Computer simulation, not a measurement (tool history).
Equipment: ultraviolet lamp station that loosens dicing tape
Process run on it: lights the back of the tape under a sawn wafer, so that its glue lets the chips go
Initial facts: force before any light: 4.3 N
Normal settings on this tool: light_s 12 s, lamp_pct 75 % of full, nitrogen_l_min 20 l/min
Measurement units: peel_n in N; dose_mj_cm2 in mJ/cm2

run    day  light_s  lamp_pct  nitrogen_l_min  peel_n  dose_mj_cm2
  1  0.000       12        75              20   0.635          456
  2  0.400       12        75              20   0.662          453
  3  1.250       12        75              20   0.656          457
  4  1.975       12        75              20   0.628          457
  5  2.342       12        75              20   0.658          461
  6  2.854       12        75              20   0.638          451
  7  3.383       12        75              20   0.648          455
  8  4.088       12        89               6   0.857          537
  9  4.900       20        72              40   0.292          726
 10  5.504       20        72              37   0.295          731
 11  6.196       20        88              11   0.320          884
 12  6.950        7        65              24   1.485          232
 13  7.746       12        79               7   0.886          478

What if the next run were any one of these 4? Each begins from the tool's condition after run 13:
  A  8.129        8        71              28       ?            ?
  B  8.129        7        62              16       ?            ?
  C  8.129        7        75              20       ?            ?
  D  8.129       12        78              20       ?            ?

run  peel_n  dose_mj_cm2
  A   1.061          289
  B   1.658          221
  C   1.295          267
  D   0.610          476
Stripped of hidden state, with their random variation kept, the same runs would have yielded:
run  peel_n  dose_mj_cm2
  A   1.060          289
  B   1.657          221
  C   1.293          267
  D   0.609          477
